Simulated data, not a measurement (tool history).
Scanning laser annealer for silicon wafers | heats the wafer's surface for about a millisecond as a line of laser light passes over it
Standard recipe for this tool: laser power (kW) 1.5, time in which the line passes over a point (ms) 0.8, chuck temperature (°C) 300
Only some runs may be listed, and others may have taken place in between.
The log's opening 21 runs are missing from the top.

run	hour	laser power (kW)	time in which the line passes over a point (ms)	chuck temperature (°C)	hours of work since the window was cleaned	hours of work since the power meter was calibrated	hours of work since the optics were aligned	highest temperature of the surface (°C)
22	797.9	1.491	0.894	306	628	908	676	1159
23	825.7	1.491	0.894	306	641	921	689	1155
24	848.6	1.301	0.8	298	652	931	699	992
25	885.7	1.301	0.8	298	668	948	716	996
26	924.2	1.301	0.873	298	686	966	734	1017
27	957	1.431	0.987	275	701	981	749	1120
28	998.3	1.431	0.987	275	720	999	767	1118
# hour 1003.9: laser's power meter calibrated
29	1022.8	1.477	0.8	286	730	9	777	1085
30	1048.4	1.469	0.578	311	741	20	789	997
31	1097.3	1.469	0.578	311	763	43	811	994
32	1129.9	1.395	0.735	269	778	57	826	988
33	1158	1.279	0.8	288	791	70	839	963
34	1185.1	1.5	0.822	305	803	83	851	1120
# hour 1227.3: laser's power meter calibrated, once more
35	1230.1	1.391	0.8	272	823	1	870	1016
36	1264.8	1.391	0.8	272	838	17	886	1016
37	1297.9	1.36	0.8	323	853	32	901	1050
38	1327.8	1.464	0.803	261	867	46	915	1048
39	1365.8	1.464	0.803	261	884	63	932	1048
40	1387.3	1.336	0.844	262	894	73	942	990

Predict each of these 3 candidate next runs independently; none follows another, all start after run 40:
A	1410.1	1.498	0.8	300	905	83	952	?
B	1410.1	1.403	0.565	271	905	83	952	?
C	1410.1	1.336	0.991	338	905	83	952	?

run	highest temperature of the surface (°C)
A	1105
B	911
C	1116
Take away the tool's hidden state, keep each run's random variation, and the runs would have read:
run	highest temperature of the surface (°C)
A	1142
B	940
C	1151
